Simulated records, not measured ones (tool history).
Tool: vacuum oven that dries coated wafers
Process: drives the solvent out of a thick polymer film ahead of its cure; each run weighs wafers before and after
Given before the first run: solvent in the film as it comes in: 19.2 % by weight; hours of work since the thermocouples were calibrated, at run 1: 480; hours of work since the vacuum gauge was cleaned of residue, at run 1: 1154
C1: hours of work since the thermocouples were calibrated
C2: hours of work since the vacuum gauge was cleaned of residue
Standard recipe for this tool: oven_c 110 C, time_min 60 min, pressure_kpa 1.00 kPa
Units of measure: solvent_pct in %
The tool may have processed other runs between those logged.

run 1 day=0.000 | oven_c=110 time_min=60 pressure_kpa=1.00 | C1=480 C2=1154 | solvent_pct=3.18
run 2 day=3.638 | oven_c=110 time_min=60 pressure_kpa=1.00 | C1=537 C2=1211 | solvent_pct=3.11
run 3 day=7.812 | oven_c=110 time_min=60 pressure_kpa=1.15 | C1=602 C2=1276 | solvent_pct=3.25
-- day=10.221 oven's thermocouples calibrated
run 4 day=11.375 | oven_c=110 time_min=60 pressure_kpa=1.15 | C1=18 C2=1330 | solvent_pct=3.36
run 5 day=14.075 | oven_c=110 time_min=60 pressure_kpa=1.15 | C1=60 C2=1372 | solvent_pct=3.36
run 6 day=16.771 | oven_c=110 time_min=60 pressure_kpa=1.15 | C1=102 C2=1415 | solvent_pct=3.42
run 7 day=19.258 | oven_c=110 time_min=60 pressure_kpa=1.15 | C1=141 C2=1453 | solvent_pct=3.45
run 8 day=23.808 | oven_c=110 time_min=60 pressure_kpa=1.15 | C1=212 C2=1525 | solvent_pct=3.40
run 9 day=26.321 | oven_c=107 time_min=60 pressure_kpa=1.15 | C1=252 C2=1564 | solvent_pct=4.04
run 10 day=29.133 | oven_c=107 time_min=60 pressure_kpa=1.15 | C1=296 C2=1608 | solvent_pct=4.17
run 11 day=33.983 | oven_c=101 time_min=60 pressure_kpa=1.00 | C1=371 C2=1684 | solvent_pct=5.59
run 12 day=37.229 | oven_c=119 time_min=60 pressure_kpa=2.92 | C1=422 C2=1734 | solvent_pct=2.49
run 13 day=41.562 | oven_c=119 time_min=60 pressure_kpa=2.92 | C1=490 C2=1802 | solvent_pct=2.42
run 14 day=45.950 | oven_c=119 time_min=60 pressure_kpa=2.92 | C1=558 C2=1871 | solvent_pct=2.54
run 15 day=49.983 | oven_c=113 time_min=60 pressure_kpa=0.79 | C1=621 C2=1934 | solvent_pct=2.61
-- day=51.142 oven's thermocouples calibrated
run 16 day=53.312 | oven_c=124 time_min=54 pressure_kpa=0.51 | C1=34 C2=1984 | solvent_pct=1.22
run 17 day=57.096 | oven_c=124 time_min=30 pressure_kpa=1.45 | C1=93 C2=2043 | solvent_pct=3.66
run 18 day=59.571 | oven_c=100 time_min=44 pressure_kpa=0.53 | C1=132 C2=2082 | solvent_pct=7.40
run 19 day=61.742 | oven_c=110 time_min=85 pressure_kpa=1.03 | C1=166 C2=2116 | solvent_pct=2.18
run 20 day=64.188 | oven_c=110 time_min=85 pressure_kpa=1.03 | C1=204 C2=2154 | solvent_pct=2.18

Here are 4 independent what-if runs from the current tool condition. What would each one return?
run A day=68.004 | oven_c=115 time_min=60 pressure_kpa=1.00 | C1=264 C2=2214 | solvent_pct=?
run B day=68.004 | oven_c=98 time_min=102 pressure_kpa=1.00 | C1=264 C2=2214 | solvent_pct=?
run C day=68.004 | oven_c=110 time_min=49 pressure_kpa=1.00 | C1=264 C2=2214 | solvent_pct=?
run D day=68.004 | oven_c=108 time_min=60 pressure_kpa=1.00 | C1=264 C2=2214 | solvent_pct=?

run=A solvent_pct=2.44
run=B solvent_pct=4.00
run=C solvent_pct=4.34
run=D solvent_pct=3.85
What these runs would have given with no unlogged condition in the tool:
run=A solvent_pct=2.09
run=B solvent_pct=3.39
run=C solvent_pct=4.00
run=D solvent_pct=3.45
